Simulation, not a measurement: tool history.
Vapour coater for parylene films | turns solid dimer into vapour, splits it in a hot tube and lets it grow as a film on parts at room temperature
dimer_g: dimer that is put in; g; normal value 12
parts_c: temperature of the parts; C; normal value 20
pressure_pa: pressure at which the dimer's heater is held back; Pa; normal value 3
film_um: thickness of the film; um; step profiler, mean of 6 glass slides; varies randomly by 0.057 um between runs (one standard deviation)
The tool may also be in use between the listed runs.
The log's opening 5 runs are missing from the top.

| run | day | dimer_g | parts_c | pressure_pa | hours of work since the trap's valve was overhauled | hours of work since the table's thermometer was calibrated | film_um |
|---|---|---|---|---|---|---|---|
| 6 | 9.517 | 12 | 20 | 3 | 360 | 657 | 6.07 |
| 7 | 11.258 | 12 | 20 | 10.6 | 396 | 693 | 5.33 |
| 8 | 13.875 | 12 | 20 | 10.6 | 451 | 748 | 5.2 |
|  | 16.242 | trap's valve overhauled |
| 9 | 16.304 | 12 | 20 | 10.6 | 1 | 796 | 5.96 |
| 10 | 18.308 | 12 | 20 | 10.6 | 43 | 838 | 5.8 |
| 11 | 20.012 | 12 | 20 | 10.6 | 79 | 874 | 5.75 |
| 12 | 21.575 | 12 | 20 | 10.6 | 112 | 907 | 5.72 |
| 13 | 24.271 | 12 | 20 | 10.6 | 169 | 963 | 5.74 |
| 14 | 26.292 | 12 | 20 | 4.02 | 211 | 1006 | 6.21 |
| 15 | 28.433 | 12 | 20 | 4.02 | 256 | 1051 | 6.09 |
| 16 | 30.962 | 12 | 20 | 3.67 | 309 | 1104 | 6.23 |
| 17 | 33.658 | 12 | 20 | 3.67 | 366 | 1160 | 6.08 |
| 18 | 36.546 | 12 | 20 | 3.67 | 427 | 1221 | 5.95 |
| 19 | 38.783 | 12 | 20 | 3.67 | 474 | 1268 | 5.8 |
|  | 40.079 | trap's valve overhauled |
| 20 | 40.146 | 12 | 24 | 3 | 1 | 1293 | 5.58 |
| 21 | 42.121 | 12 | 24 | 3 | 43 | 1335 | 5.59 |
| 22 | 44.808 | 12 | 24 | 3 | 99 | 1391 | 5.5 |
| 23 | 47.529 | 17 | 24 | 3 | 156 | 1448 | 7.57 |
|  | 49.021 | table's thermometer calibrated |
| 24 | 49.2 | 12 | 20 | 3 | 191 | 4 | 6.27 |

Expected results for the next run?
| 25 | 51.15 | 6 | 20 | 3 | 232 | 45 | ? |

{"run 25": {"film_um": 3.17}}
The same run, on a tool lacking any hidden state, would have yielded film_um 3.38 um.

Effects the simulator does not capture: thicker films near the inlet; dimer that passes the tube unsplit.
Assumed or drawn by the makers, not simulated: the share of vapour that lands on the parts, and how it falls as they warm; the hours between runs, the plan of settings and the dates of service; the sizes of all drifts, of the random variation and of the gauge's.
